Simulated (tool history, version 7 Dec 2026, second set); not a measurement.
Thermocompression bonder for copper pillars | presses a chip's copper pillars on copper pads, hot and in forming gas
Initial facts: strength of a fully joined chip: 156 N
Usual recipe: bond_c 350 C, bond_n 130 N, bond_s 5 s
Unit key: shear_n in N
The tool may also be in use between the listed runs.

| run | hour | bond_c | bond_n | bond_s | shear_n |
|---|---|---|---|---|---|
| 1 | 0 | 350 | 130 | 5 | 84.1 |
|  | 38.9 | forming gas filter changed |
| 2 | 52.6 | 350 | 130 | 5 | 85.9 |
| 3 | 84.7 | 350 | 130 | 5 | 84.2 |
| 4 | 124.5 | 350 | 130 | 5 | 84.1 |
| 5 | 154.9 | 350 | 130 | 5 | 84.1 |
| 6 | 187 | 350 | 130 | 5 | 85.8 |
| 7 | 224.7 | 350 | 122 | 5 | 82.2 |
| 8 | 272.3 | 350 | 122 | 5 | 81.7 |
| 9 | 328.4 | 350 | 130 | 5 | 84 |
|  | 375.4 | force cell calibrated |
| 10 | 375.4 | 350 | 130 | 5 | 84.7 |
| 11 | 424.7 | 360 | 109 | 5 | 82.8 |
| 12 | 475 | 360 | 109 | 5 | 81.8 |
|  | 501.3 | forming gas filter changed |
| 13 | 518.7 | 346 | 130 | 3 | 68.3 |
| 14 | 566.6 | 350 | 130 | 4 | 77.6 |
| 15 | 594.3 | 350 | 130 | 4 | 77.7 |
| 16 | 638.6 | 350 | 130 | 4 | 78.2 |
| 17 | 663.2 | 350 | 130 | 7 | 93.4 |

What if the next run were any one of these 5? Each begins from the tool's condition after run 17:
| A | 698.3 | 338 | 130 | 5 | ? |
| B | 698.3 | 359 | 143 | 5 | ? |
| C | 698.3 | 350 | 134 | 3 | ? |
| D | 698.3 | 350 | 98 | 5 | ? |
| E | 698.3 | 333 | 92 | 5 | ? |

| run | shear_n |
|---|---|
| A | 77.1 |
| B | 95.1 |
| C | 72.7 |
| D | 73 |
| E | 62.4 |
Take away the tool's hidden state, keep each run's random variation, and the runs would have read:
| run | shear_n |
|---|---|
| A | 77.1 |
| B | 95.1 |
| C | 72.7 |
| D | 73 |
| E | 62.4 |
